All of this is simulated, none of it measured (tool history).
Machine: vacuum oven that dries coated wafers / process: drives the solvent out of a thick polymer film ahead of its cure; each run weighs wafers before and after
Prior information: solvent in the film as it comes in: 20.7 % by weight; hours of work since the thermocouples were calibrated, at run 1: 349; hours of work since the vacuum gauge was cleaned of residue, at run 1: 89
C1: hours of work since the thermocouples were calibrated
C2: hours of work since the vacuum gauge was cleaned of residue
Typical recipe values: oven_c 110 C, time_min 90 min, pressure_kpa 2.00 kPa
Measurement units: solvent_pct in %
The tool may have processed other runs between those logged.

{"run": 1, "hour": 0.0, "oven_c": 110, "time_min": 90, "pressure_kpa": 2.0, "C1": 349, "C2": 89, "solvent_pct": 2.57}
{"run": 2, "hour": 73.7, "oven_c": 110, "time_min": 90, "pressure_kpa": 3.33, "C1": 381, "C2": 121, "solvent_pct": 2.92}
{"run": 3, "hour": 121.0, "oven_c": 116, "time_min": 90, "pressure_kpa": 2.0, "C1": 403, "C2": 142, "solvent_pct": 1.4}
{"run": 4, "hour": 170.2, "oven_c": 116, "time_min": 90, "pressure_kpa": 2.0, "C1": 424, "C2": 164, "solvent_pct": 1.35}
{"run": 5, "hour": 201.0, "oven_c": 116, "time_min": 90, "pressure_kpa": 2.0, "C1": 438, "C2": 178, "solvent_pct": 1.29}
{"run": 6, "hour": 237.1, "oven_c": 116, "time_min": 90, "pressure_kpa": 2.0, "C1": 454, "C2": 194, "solvent_pct": 1.24}
{"run": 7, "hour": 311.6, "oven_c": 110, "time_min": 90, "pressure_kpa": 2.0, "C1": 487, "C2": 227, "solvent_pct": 2.73}
{"run": 8, "hour": 383.8, "oven_c": 110, "time_min": 90, "pressure_kpa": 2.0, "C1": 519, "C2": 259, "solvent_pct": 2.67}
{"run": 9, "hour": 456.6, "oven_c": 110, "time_min": 90, "pressure_kpa": 3.43, "C1": 552, "C2": 291, "solvent_pct": 3.09}
{"run": 10, "hour": 508.8, "oven_c": 110, "time_min": 90, "pressure_kpa": 2.35, "C1": 575, "C2": 315, "solvent_pct": 2.8}
{"run": 11, "hour": 554.3, "oven_c": 110, "time_min": 90, "pressure_kpa": 5.42, "C1": 595, "C2": 335, "solvent_pct": 3.52}
{"run": 12, "hour": 588.5, "oven_c": 110, "time_min": 90, "pressure_kpa": 2.0, "C1": 610, "C2": 350, "solvent_pct": 2.78}
{"run": 13, "hour": 658.0, "oven_c": 110, "time_min": 90, "pressure_kpa": 2.0, "C1": 641, "C2": 381, "solvent_pct": 2.74}
{"run": 14, "hour": 709.4, "oven_c": 110, "time_min": 90, "pressure_kpa": 1.33, "C1": 664, "C2": 404, "solvent_pct": 2.69}
{"run": 15, "hour": 783.5, "oven_c": 110, "time_min": 90, "pressure_kpa": 1.33, "C1": 697, "C2": 437, "solvent_pct": 2.69}
{"run": 16, "hour": 814.3, "oven_c": 110, "time_min": 90, "pressure_kpa": 1.33, "C1": 711, "C2": 450, "solvent_pct": 2.63}
{"run": 17, "hour": 847.1, "oven_c": 102, "time_min": 112, "pressure_kpa": 1.22, "C1": 725, "C2": 465, "solvent_pct": 4.03}
{"run": 18, "hour": 896.2, "oven_c": 110, "time_min": 128, "pressure_kpa": 3.12, "C1": 747, "C2": 487, "solvent_pct": 1.8}
{"run": 19, "hour": 935.5, "oven_c": 110, "time_min": 128, "pressure_kpa": 3.12, "C1": 764, "C2": 504, "solvent_pct": 1.82}
{"run": 20, "hour": 990.8, "oven_c": 102, "time_min": 128, "pressure_kpa": 1.1, "C1": 789, "C2": 529, "solvent_pct": 3.34}
{"run": 21, "hour": 1056.2, "oven_c": 102, "time_min": 128, "pressure_kpa": 2.23, "C1": 818, "C2": 558, "solvent_pct": 3.72}
{"run": 22, "hour": 1124.5, "oven_c": 117, "time_min": 90, "pressure_kpa": 1.07, "C1": 848, "C2": 588, "solvent_pct": 1.19}
{"run": 23, "hour": 1192.2, "oven_c": 113, "time_min": 137, "pressure_kpa": 7.02, "C1": 879, "C2": 618, "solvent_pct": 2.24}
{"run": 24, "hour": 1226.7, "oven_c": 113, "time_min": 83, "pressure_kpa": 5.23, "C1": 894, "C2": 634, "solvent_pct": 3.17}
{"run": 25, "hour": 1302.8, "oven_c": 97, "time_min": 74, "pressure_kpa": 7.81, "C1": 928, "C2": 667, "solvent_pct": 10.04}
{"run": 26, "hour": 1348.4, "oven_c": 97, "time_min": 74, "pressure_kpa": 7.81, "C1": 948, "C2": 688, "solvent_pct": 10.03}
{"run": 27, "hour": 1413.6, "oven_c": 97, "time_min": 74, "pressure_kpa": 7.81, "C1": 977, "C2": 717, "solvent_pct": 10.38}
{"run": 28, "hour": 1475.9, "oven_c": 115, "time_min": 107, "pressure_kpa": 3.76, "C1": 1005, "C2": 744, "solvent_pct": 1.68}
{"run": 29, "hour": 1515.7, "oven_c": 99, "time_min": 90, "pressure_kpa": 3.62, "C1": 1022, "C2": 762, "solvent_pct": 7.38}

What if the next run were any one of these 4? Each begins from the tool's condition after run 29:
{"run": "A", "hour": 1586.4, "oven_c": 110, "time_min": 101, "pressure_kpa": 3.43, "C1": 1054, "C2": 794, "solvent_pct": "?"}
{"run": "B", "hour": 1586.4, "oven_c": 110, "time_min": 106, "pressure_kpa": 2.82, "C1": 1054, "C2": 794, "solvent_pct": "?"}
{"run": "C", "hour": 1586.4, "oven_c": 123, "time_min": 88, "pressure_kpa": 2.3, "C1": 1054, "C2": 794, "solvent_pct": "?"}
{"run": "D", "hour": 1586.4, "oven_c": 107, "time_min": 46, "pressure_kpa": 3.31, "C1": 1054, "C2": 794, "solvent_pct": "?"}

run=A solvent_pct=2.83
run=B solvent_pct=2.58
run=C solvent_pct=0.77
run=D solvent_pct=8.04
Without the tool's hidden state the same runs would have given:
run=A solvent_pct=2.38
run=B solvent_pct=2.15
run=C solvent_pct=0.61
run=D solvent_pct=7.44
